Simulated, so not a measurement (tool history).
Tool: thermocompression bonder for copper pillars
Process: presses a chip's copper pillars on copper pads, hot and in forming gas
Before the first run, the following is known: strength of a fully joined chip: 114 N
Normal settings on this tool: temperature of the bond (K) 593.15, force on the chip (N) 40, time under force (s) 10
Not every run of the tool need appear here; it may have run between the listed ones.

| run | hour | temperature of the bond (K) | force on the chip (N) | time under force (s) | force that shears a chip off (N) |
|---|---|---|---|---|---|
| 1 | 0 | 593.15 | 40 | 10 | 68.5 |
|  | 9 | forming gas filter changed |
| 2 | 9.4 | 593.15 | 40 | 10 | 68.7 |
| 3 | 19.3 | 593.15 | 40 | 10 | 69.9 |
| 4 | 26.3 | 593.15 | 40 | 10 | 70.2 |
| 5 | 33 | 593.15 | 40 | 10 | 70 |
| 6 | 38.2 | 593.15 | 40 | 10 | 68.8 |
| 7 | 47.2 | 599.15 | 37 | 15 | 78.9 |
| 8 | 55.2 | 599.15 | 37 | 15 | 77.7 |
| 9 | 61.5 | 599.15 | 28 | 8 | 51.9 |
| 10 | 71 | 620.15 | 51 | 8 | 95.2 |
| 11 | 80.3 | 584.15 | 25 | 9 | 39.1 |

Here are 5 independent what-if runs from the current tool condition. What would each one return?
| A | 89.9 | 584.15 | 55 | 30 | ? |
| B | 89.9 | 584.15 | 56 | 9 | ? |
| C | 89.9 | 596.15 | 47 | 17 | ? |
| D | 89.9 | 585.15 | 58 | 29 | ? |
| E | 89.9 | 584.15 | 34 | 11 | ? |

| run | force that shears a chip off (N) |
|---|---|
| A | 100 |
| B | 79 |
| C | 90.3 |
| D | 102 |
| E | 56.7 |
Had the tool no hidden state, the same runs would have come out as:
| run | force that shears a chip off (N) |
|---|---|
| A | 100.1 |
| B | 79.1 |
| C | 90.4 |
| D | 102.1 |
| E | 56.8 |
